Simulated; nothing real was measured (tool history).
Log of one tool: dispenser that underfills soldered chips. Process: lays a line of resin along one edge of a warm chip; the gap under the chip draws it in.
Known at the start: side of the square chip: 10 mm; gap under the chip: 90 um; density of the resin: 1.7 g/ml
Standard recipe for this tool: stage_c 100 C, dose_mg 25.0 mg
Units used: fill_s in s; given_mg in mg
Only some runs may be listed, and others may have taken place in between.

run,day,stage_c,dose_mg,fill_s,given_mg
1,0.000,100,25.0,20.6,24.49
# day 0.233: new syringe of resin
2,0.233,93,25.0,25.2,24.36
3,0.375,93,25.0,31.3,24.39
# day 0.558: new syringe of resin
4,0.562,93,25.0,25.3,24.26
5,0.675,93,25.0,29.8,24.33
6,0.796,93,25.0,36.9,24.24
# day 0.888: new syringe of resin
7,0.996,93,25.0,29.3,23.99
# day 1.175: dispensing valve cleaned and set on the balance
8,1.188,93,25.0,36.9,24.93
# day 1.250: new syringe of resin
9,1.392,100,25.0,22.6,24.93
10,1.496,100,30.2,27.1,29.80
# day 1.575: new syringe of resin
11,1.692,100,30.2,21.0,29.79
12,1.842,100,30.2,27.2,29.86
# day 1.900: new syringe of resin
13,2.012,95,25.0,26.8,24.58
# day 2.225: new syringe of resin
14,2.242,100,25.0,18.8,24.65
15,2.425,93,25.0,34.0,24.35
# day 2.558: new syringe of resin
16,2.604,93,25.0,26.0,24.33
17,2.762,93,25.0,34.5,24.38
# day 2.892: new syringe of resin
18,2.892,93,25.0,24.8,24.30
19,2.996,94,24.6,27.9,23.83
20,3.179,89,21.7,48.1,21.04
# day 3.217: new syringe of resin
21,3.396,113,27.1,12.9,26.25
# day 3.542: new syringe of resin
22,3.542,95,21.5,23.5,20.76
23,3.646,95,21.5,27.6,20.70
24,3.842,104,22.8,24.0,21.92
# day 3.871: new syringe of resin
25,3.958,87,23.7,37.8,22.65
# day 4.038: dispensing valve cleaned and set on the balance
26,4.192,87,22.5,51.3,22.45
# day 4.246: new syringe of resin
27,4.379,110,22.1,14.7,22.05
28,4.500,110,22.1,17.9,21.99
# day 4.571: new syringe of resin
29,4.658,110,22.1,13.8,21.90
30,4.762,110,22.1,15.2,21.84
# day 4.892: new syringe of resin
31,4.929,110,22.1,12.0,21.82
32,5.046,96,24.2,28.6,23.88
33,5.138,106,23.9,20.2,23.64
# day 5.212: new syringe of resin
34,5.304,96,22.0,25.9,21.63
35,5.492,95,23.9,36.0,23.49

Forecast each of these 4 alternatives for the next run:
# day 5.542: new syringe of resin
A,5.654,100,22.8,?,?
# day 5.542: new syringe of resin
B,5.654,102,23.9,?,?
# day 5.542: new syringe of resin
C,5.654,100,31.1,?,?
# day 5.542: new syringe of resin
D,5.654,93,26.9,?,?

run,fill_s,given_mg
A,21.6,22.33
B,19.7,23.48
C,20.6,30.29
D,28.9,26.27
Take away the tool's hidden state, keep each run's random variation, and the runs would have read:
run,fill_s,given_mg
A,17.7,22.82
B,16.1,23.99
C,16.9,30.96
D,23.6,26.85
